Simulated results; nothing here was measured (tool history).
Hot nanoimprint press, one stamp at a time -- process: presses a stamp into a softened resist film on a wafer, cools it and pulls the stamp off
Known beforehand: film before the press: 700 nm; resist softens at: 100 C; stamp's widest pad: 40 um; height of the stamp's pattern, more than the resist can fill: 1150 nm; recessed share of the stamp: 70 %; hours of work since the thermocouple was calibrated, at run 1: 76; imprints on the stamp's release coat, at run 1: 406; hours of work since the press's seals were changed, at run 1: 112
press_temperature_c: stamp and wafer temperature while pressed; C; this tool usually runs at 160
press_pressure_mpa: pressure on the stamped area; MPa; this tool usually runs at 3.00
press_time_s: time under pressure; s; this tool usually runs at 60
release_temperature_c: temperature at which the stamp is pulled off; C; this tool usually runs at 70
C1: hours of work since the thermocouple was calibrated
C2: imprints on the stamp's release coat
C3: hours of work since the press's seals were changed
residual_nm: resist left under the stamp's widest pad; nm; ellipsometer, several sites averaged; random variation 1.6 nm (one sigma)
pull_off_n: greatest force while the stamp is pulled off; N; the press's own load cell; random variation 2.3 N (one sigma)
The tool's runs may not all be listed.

{"run": 1, "hour": 0.0, "press_temperature_c": 160, "press_pressure_mpa": 3.0, "press_time_s": 60, "release_temperature_c": 70, "C1": 76, "C2": 406, "C3": 112, "residual_nm": 260.8, "pull_off_n": 118}
{"run": 2, "hour": 7.7, "press_temperature_c": 160, "press_pressure_mpa": 3.0, "press_time_s": 60, "release_temperature_c": 70, "C1": 81, "C2": 443, "C3": 117, "residual_nm": 261.2, "pull_off_n": 121}
{"run": 3, "hour": 19.9, "press_temperature_c": 160, "press_pressure_mpa": 3.0, "press_time_s": 60, "release_temperature_c": 70, "C1": 89, "C2": 502, "C3": 125, "residual_nm": 259.6, "pull_off_n": 125}
{"run": 4, "hour": 29.8, "press_temperature_c": 172, "press_pressure_mpa": 3.0, "press_time_s": 60, "release_temperature_c": 70, "C1": 96, "C2": 550, "C3": 132, "residual_nm": 126.9, "pull_off_n": 127}
{"run": 5, "hour": 35.6, "press_temperature_c": 172, "press_pressure_mpa": 3.0, "press_time_s": 60, "release_temperature_c": 70, "C1": 100, "C2": 578, "C3": 135, "residual_nm": 127.3, "pull_off_n": 129}
{"run": 6, "hour": 45.4, "press_temperature_c": 172, "press_pressure_mpa": 3.0, "press_time_s": 60, "release_temperature_c": 70, "C1": 106, "C2": 626, "C3": 142, "residual_nm": 127.3, "pull_off_n": 133}
{"run": 7, "hour": 52.0, "press_temperature_c": 160, "press_pressure_mpa": 3.0, "press_time_s": 60, "release_temperature_c": 70, "C1": 111, "C2": 657, "C3": 146, "residual_nm": 260.1, "pull_off_n": 131}
{"run": 8, "hour": 63.7, "press_temperature_c": 161, "press_pressure_mpa": 3.0, "press_time_s": 60, "release_temperature_c": 70, "C1": 118, "C2": 714, "C3": 154, "residual_nm": 244.6, "pull_off_n": 141}
{"run": 9, "hour": 69.7, "press_temperature_c": 160, "press_pressure_mpa": 3.0, "press_time_s": 60, "release_temperature_c": 70, "C1": 122, "C2": 743, "C3": 158, "residual_nm": 258.5, "pull_off_n": 136}
{"run": 10, "hour": 76.8, "press_temperature_c": 160, "press_pressure_mpa": 3.0, "press_time_s": 60, "release_temperature_c": 71, "C1": 127, "C2": 778, "C3": 163, "residual_nm": 258.8, "pull_off_n": 141}
{"run": 11, "hour": 86.5, "press_temperature_c": 160, "press_pressure_mpa": 3.0, "press_time_s": 60, "release_temperature_c": 71, "C1": 133, "C2": 825, "C3": 169, "residual_nm": 260.5, "pull_off_n": 140}
{"run": 12, "hour": 98.1, "press_temperature_c": 152, "press_pressure_mpa": 3.0, "press_time_s": 60, "release_temperature_c": 70, "C1": 141, "C2": 881, "C3": 177, "residual_nm": 426.8, "pull_off_n": 152}
{"run": 13, "hour": 110.5, "press_temperature_c": 160, "press_pressure_mpa": 3.0, "press_time_s": 60, "release_temperature_c": 56, "C1": 149, "C2": 941, "C3": 185, "residual_nm": 261.5, "pull_off_n": 201}
{"run": 14, "hour": 120.2, "press_temperature_c": 160, "press_pressure_mpa": 3.0, "press_time_s": 60, "release_temperature_c": 56, "C1": 156, "C2": 987, "C3": 191, "residual_nm": 261.1, "pull_off_n": 208}
{"run": 15, "hour": 129.4, "press_temperature_c": 163, "press_pressure_mpa": 3.0, "press_time_s": 60, "release_temperature_c": 56, "C1": 162, "C2": 1032, "C3": 197, "residual_nm": 217.5, "pull_off_n": 209}
{"run": 16, "hour": 139.8, "press_temperature_c": 163, "press_pressure_mpa": 3.0, "press_time_s": 60, "release_temperature_c": 56, "C1": 169, "C2": 1082, "C3": 204, "residual_nm": 219.0, "pull_off_n": 209}
{"run": 17, "hour": 145.5, "press_temperature_c": 162, "press_pressure_mpa": 1.82, "press_time_s": 119, "release_temperature_c": 59, "C1": 172, "C2": 1110, "C3": 208, "residual_nm": 227.7, "pull_off_n": 201}
{"run": 18, "hour": 156.4, "press_temperature_c": 160, "press_pressure_mpa": 3.62, "press_time_s": 52, "release_temperature_c": 70, "C1": 180, "C2": 1163, "C3": 215, "residual_nm": 252.8, "pull_off_n": 152}
{"run": 19, "hour": 167.6, "press_temperature_c": 160, "press_pressure_mpa": 3.62, "press_time_s": 52, "release_temperature_c": 70, "C1": 187, "C2": 1216, "C3": 222, "residual_nm": 253.5, "pull_off_n": 164}
{"run": 20, "hour": 178.0, "press_temperature_c": 150, "press_pressure_mpa": 2.75, "press_time_s": 53, "release_temperature_c": 69, "C1": 194, "C2": 1267, "C3": 229, "residual_nm": 504.6, "pull_off_n": 168}
{"run": 21, "hour": 187.3, "press_temperature_c": 152, "press_pressure_mpa": 4.79, "press_time_s": 46, "release_temperature_c": 78, "C1": 200, "C2": 1312, "C3": 235, "residual_nm": 387.3, "pull_off_n": 134}
{"run": 22, "hour": 199.3, "press_temperature_c": 152, "press_pressure_mpa": 3.36, "press_time_s": 64, "release_temperature_c": 78, "C1": 208, "C2": 1370, "C3": 243, "residual_nm": 402.3, "pull_off_n": 133}
{"run": 23, "hour": 210.7, "press_temperature_c": 149, "press_pressure_mpa": 3.36, "press_time_s": 30, "release_temperature_c": 73, "C1": 215, "C2": 1425, "C3": 251, "residual_nm": 558.2, "pull_off_n": 159}
{"hour": 219.4, "done": "stamp cleaned and given a new release coat"}
{"run": 24, "hour": 224.4, "press_temperature_c": 165, "press_pressure_mpa": 2.22, "press_time_s": 30, "release_temperature_c": 73, "C1": 220, "C2": 24, "C3": 256, "residual_nm": 295.0, "pull_off_n": 98}
{"run": 25, "hour": 230.3, "press_temperature_c": 170, "press_pressure_mpa": 3.95, "press_time_s": 60, "release_temperature_c": 56, "C1": 224, "C2": 53, "C3": 260, "residual_nm": 123.2, "pull_off_n": 150}
{"run": 26, "hour": 238.0, "press_temperature_c": 164, "press_pressure_mpa": 3.0, "press_time_s": 41, "release_temperature_c": 70, "C1": 229, "C2": 90, "C3": 265, "residual_nm": 239.7, "pull_off_n": 105}
{"run": 27, "hour": 248.5, "press_temperature_c": 164, "press_pressure_mpa": 2.57, "press_time_s": 60, "release_temperature_c": 67, "C1": 236, "C2": 141, "C3": 272, "residual_nm": 221.1, "pull_off_n": 118}
{"run": 28, "hour": 259.1, "press_temperature_c": 164, "press_pressure_mpa": 2.57, "press_time_s": 60, "release_temperature_c": 67, "C1": 243, "C2": 192, "C3": 279, "residual_nm": 221.5, "pull_off_n": 121}
{"run": 29, "hour": 270.8, "press_temperature_c": 150, "press_pressure_mpa": 2.64, "press_time_s": 56, "release_temperature_c": 76, "C1": 251, "C2": 249, "C3": 287, "residual_nm": 501.7, "pull_off_n": 95}
{"run": 30, "hour": 278.2, "press_temperature_c": 160, "press_pressure_mpa": 3.2, "press_time_s": 107, "release_temperature_c": 70, "C1": 256, "C2": 284, "C3": 292, "residual_nm": 202.1, "pull_off_n": 121}
{"run": 31, "hour": 289.0, "press_temperature_c": 163, "press_pressure_mpa": 2.71, "press_time_s": 46, "release_temperature_c": 68, "C1": 263, "C2": 337, "C3": 299, "residual_nm": 256.6, "pull_off_n": 131}

3 ways to go on from here, each from the tool as it stands after run 31. What would each give?
{"run": "A", "hour": 301.0, "press_temperature_c": 160, "press_pressure_mpa": 3.74, "press_time_s": 96, "release_temperature_c": 77, "C1": 271, "C2": 395, "C3": 307, "residual_nm": "?", "pull_off_n": "?"}
{"run": "B", "hour": 301.0, "press_temperature_c": 155, "press_pressure_mpa": 3.0, "press_time_s": 60, "release_temperature_c": 67, "C1": 271, "C2": 395, "C3": 307, "residual_nm": "?", "pull_off_n": "?"}
{"run": "C", "hour": 301.0, "press_temperature_c": 160, "press_pressure_mpa": 2.08, "press_time_s": 60, "release_temperature_c": 70, "C1": 271, "C2": 395, "C3": 307, "residual_nm": "?", "pull_off_n": "?"}

run=A residual_nm=193.4 pull_off_n=101
run=B residual_nm=363.5 pull_off_n=132
run=C residual_nm=313.5 pull_off_n=123
The same runs, with their run-to-run variation unchanged, on a tool lacking any hidden condition would have given:
run=A residual_nm=187.9 pull_off_n=86
run=B residual_nm=355.0 pull_off_n=113
run=C residual_nm=306.9 pull_off_n=105

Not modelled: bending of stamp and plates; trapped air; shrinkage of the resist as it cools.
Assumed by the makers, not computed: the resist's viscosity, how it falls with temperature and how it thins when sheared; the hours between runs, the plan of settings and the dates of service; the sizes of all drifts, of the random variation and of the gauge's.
